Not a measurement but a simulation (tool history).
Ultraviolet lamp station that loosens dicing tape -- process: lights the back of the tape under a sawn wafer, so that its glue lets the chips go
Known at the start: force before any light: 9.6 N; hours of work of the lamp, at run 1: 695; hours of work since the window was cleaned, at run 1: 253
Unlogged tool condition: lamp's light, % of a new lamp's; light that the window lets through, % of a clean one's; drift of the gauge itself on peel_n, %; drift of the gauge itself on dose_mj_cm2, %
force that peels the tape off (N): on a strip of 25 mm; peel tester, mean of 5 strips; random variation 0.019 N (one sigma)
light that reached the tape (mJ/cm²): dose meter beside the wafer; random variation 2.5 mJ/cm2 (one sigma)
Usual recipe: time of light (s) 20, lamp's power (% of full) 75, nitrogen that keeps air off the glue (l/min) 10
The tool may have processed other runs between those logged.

run,hour,time of light (s),lamp's power (% of full),nitrogen that keeps air off the glue (l/min),hours of work of the lamp,hours of work since the window was cleaned,force that peels the tape off (N),light that reached the tape (mJ/cm²)
1,0,20,75,10,695,253,1.356,240
2,77.9,20,75,10,728,286,1.441,238
3,175.6,20,75,10,768,327,1.527,231
# hour 190.2: window cleaned of glue's vapour
4,258.6,20,75,10,803,29,1.614,226
5,317,20,75,10,827,53,1.631,222
6,373.9,20,75,10,851,77,1.7,215
7,449,20,74,10,882,108,1.715,214
8,489.6,20,75,10,899,125,1.629,212
9,537.9,20,89,10,919,145,1.288,251
# hour 572.2: window cleaned of glue's vapour, once more
10,581.4,20,89,10,937,4,0.977,285
11,626.3,20,63,10,956,23,1.859,200
12,688.2,20,63,10,982,48,1.932,199
13,786.2,39,75,10,1023,89,0.366,447
14,857.3,39,75,10,1052,119,0.389,443
15,955.9,18,80,10,1094,160,1.707,211
16,1013.6,18,96,6,1118,184,1.821,253
17,1112.5,12,96,16,1159,226,1.977,165
18,1191.5,22,75,10,1192,259,1.456,235
19,1251.3,16,75,3,1217,283,4.127,166
20,1349.7,16,75,3,1258,325,4.084,159
# hour 1370.9: window cleaned of glue's vapour
21,1443.4,16,75,3,1297,30,3.963,176
22,1501.8,16,75,3,1321,55,4.267,175
23,1601.2,16,75,3,1363,96,4.262,172

Alternative continuations, all from the tool just after run 23; predict every row:
A,1648.5,13,75,9,1383,116,?,?
B,1648.5,14,89,6,1383,116,?,?
C,1648.5,20,95,10,1383,116,?,?

run,force that peels the tape off (N),light that reached the tape (mJ/cm²)
A,3.321,136
B,3.135,176
C,1.204,263
Without the tool's unlogged condition, the same runs would have read:
run,force that peels the tape off (N),light that reached the tape (mJ/cm²)
A,2.106,196
B,1.917,253
C,0.556,380

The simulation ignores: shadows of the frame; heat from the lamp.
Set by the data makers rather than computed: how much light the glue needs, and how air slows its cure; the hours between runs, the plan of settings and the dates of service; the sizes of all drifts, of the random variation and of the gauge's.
